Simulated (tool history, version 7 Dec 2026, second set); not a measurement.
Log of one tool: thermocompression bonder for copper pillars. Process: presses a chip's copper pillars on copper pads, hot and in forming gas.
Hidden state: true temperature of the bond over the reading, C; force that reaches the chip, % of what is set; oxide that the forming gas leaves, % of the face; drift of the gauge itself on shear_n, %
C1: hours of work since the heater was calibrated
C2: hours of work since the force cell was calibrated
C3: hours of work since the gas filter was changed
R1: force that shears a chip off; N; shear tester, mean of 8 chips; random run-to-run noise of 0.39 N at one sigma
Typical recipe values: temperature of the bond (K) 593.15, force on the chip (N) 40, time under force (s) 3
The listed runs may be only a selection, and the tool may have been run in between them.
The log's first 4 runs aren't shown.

run 5 hour=97.9 | temperature_of_the_bond_(K)=604.15 force_on_the_chip_(N)=54 time_under_force_(s)=3 | C1=409 C2=762 C3=89 | R1=41.1
run 6 hour=130.3 | temperature_of_the_bond_(K)=593.15 force_on_the_chip_(N)=40 time_under_force_(s)=2 | C1=429 C2=782 C3=109 | R1=23.7
run 7 hour=157.5 | temperature_of_the_bond_(K)=593.15 force_on_the_chip_(N)=40 time_under_force_(s)=4 | C1=446 C2=799 C3=125 | R1=31.1
run 8 hour=190.2 | temperature_of_the_bond_(K)=607.15 force_on_the_chip_(N)=40 time_under_force_(s)=3 | C1=466 C2=819 C3=145 | R1=33.3
run 9 hour=211.3 | temperature_of_the_bond_(K)=607.15 force_on_the_chip_(N)=40 time_under_force_(s)=3 | C1=479 C2=831 C3=158 | R1=32.9
run 10 hour=246.3 | temperature_of_the_bond_(K)=583.15 force_on_the_chip_(N)=40 time_under_force_(s)=3 | C1=500 C2=853 C3=179 | R1=23.6
-- hour=257.4 heater calibrated with a thermocouple chip
run 11 hour=267.9 | temperature_of_the_bond_(K)=583.15 force_on_the_chip_(N)=40 time_under_force_(s)=3 | C1=6 C2=865 C3=191 | R1=28.4
run 12 hour=286 | temperature_of_the_bond_(K)=593.15 force_on_the_chip_(N)=51 time_under_force_(s)=3 | C1=17 C2=876 C3=202 | R1=38.3
run 13 hour=312.2 | temperature_of_the_bond_(K)=593.15 force_on_the_chip_(N)=51 time_under_force_(s)=3 | C1=34 C2=892 C3=219 | R1=38.1
run 14 hour=329.9 | temperature_of_the_bond_(K)=593.15 force_on_the_chip_(N)=51 time_under_force_(s)=3 | C1=44 C2=903 C3=229 | R1=37.9
run 15 hour=363.1 | temperature_of_the_bond_(K)=593.15 force_on_the_chip_(N)=51 time_under_force_(s)=3 | C1=65 C2=923 C3=250 | R1=37.8
run 16 hour=380.3 | temperature_of_the_bond_(K)=593.15 force_on_the_chip_(N)=51 time_under_force_(s)=3 | C1=75 C2=934 C3=260 | R1=37
run 17 hour=396.7 | temperature_of_the_bond_(K)=593.15 force_on_the_chip_(N)=51 time_under_force_(s)=3 | C1=85 C2=944 C3=270 | R1=37.8
run 18 hour=425.9 | temperature_of_the_bond_(K)=593.15 force_on_the_chip_(N)=45 time_under_force_(s)=5 | C1=103 C2=961 C3=288 | R1=41.2
run 19 hour=447.2 | temperature_of_the_bond_(K)=593.15 force_on_the_chip_(N)=45 time_under_force_(s)=5 | C1=116 C2=974 C3=301 | R1=40.7

For run 20, what comes out?
run 20 hour=462.1 | temperature_of_the_bond_(K)=607.15 force_on_the_chip_(N)=32 time_under_force_(s)=2 | C1=125 C2=984 C3=310 | R1=?

R1: 26.6 N
On a tool with no hidden condition, and with the same random variation, this run would have come out at R1 27.8 N.

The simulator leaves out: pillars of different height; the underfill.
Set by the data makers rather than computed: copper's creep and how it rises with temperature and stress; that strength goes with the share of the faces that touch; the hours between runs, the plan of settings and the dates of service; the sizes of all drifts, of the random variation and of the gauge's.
